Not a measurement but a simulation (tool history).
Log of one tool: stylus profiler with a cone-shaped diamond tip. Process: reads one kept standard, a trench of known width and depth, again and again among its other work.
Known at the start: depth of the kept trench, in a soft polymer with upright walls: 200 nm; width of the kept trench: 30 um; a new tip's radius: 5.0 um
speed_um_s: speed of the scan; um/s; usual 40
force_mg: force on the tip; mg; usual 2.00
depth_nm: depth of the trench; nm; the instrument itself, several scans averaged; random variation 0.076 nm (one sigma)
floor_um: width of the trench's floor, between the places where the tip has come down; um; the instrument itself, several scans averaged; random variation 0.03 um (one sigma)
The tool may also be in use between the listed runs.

| run | hour | speed_um_s | force_mg | depth_nm | floor_um |
|---|---|---|---|---|---|
| 1 | 0.0 | 40 | 2.00 | 203.04 | 26.86 |
| 2 | 10.7 | 40 | 2.00 | 203.31 | 26.82 |
| 3 | 27.3 | 40 | 2.00 | 203.14 | 26.79 |
| 4 | 37.2 | 40 | 2.00 | 203.23 | 26.79 |
| 5 | 47.2 | 40 | 2.00 | 203.19 | 26.81 |
| 6 | 67.7 | 40 | 2.00 | 203.02 | 26.82 |
|  | 69.7 | height scale calibrated on a step standard |
| 7 | 79.0 | 40 | 2.00 | 203.26 | 26.84 |
| 8 | 92.7 | 40 | 2.00 | 203.27 | 26.76 |
| 9 | 113.3 | 40 | 2.00 | 203.20 | 26.81 |
| 10 | 125.4 | 134 | 2.00 | 203.38 | 26.11 |
|  | 129.8 | height scale calibrated on a step standard, once more |
| 11 | 140.0 | 24 | 1.75 | 202.64 | 26.90 |
| 12 | 149.8 | 18 | 1.75 | 202.63 | 26.92 |
| 13 | 158.4 | 18 | 1.75 | 202.72 | 26.91 |
| 14 | 170.4 | 66 | 0.78 | 201.50 | 26.32 |
| 15 | 180.9 | 66 | 0.78 | 201.46 | 26.34 |

Run 16 comes next. What will it give?
| 16 | 200.2 | 103 | 1.06 | ? | ? |

{"run 16": {"depth_nm": 201.92, "floor_um": 26.11}}
Without the tool's hidden state the same run would have given depth_nm 201.98 nm, floor_um 26.29 um.
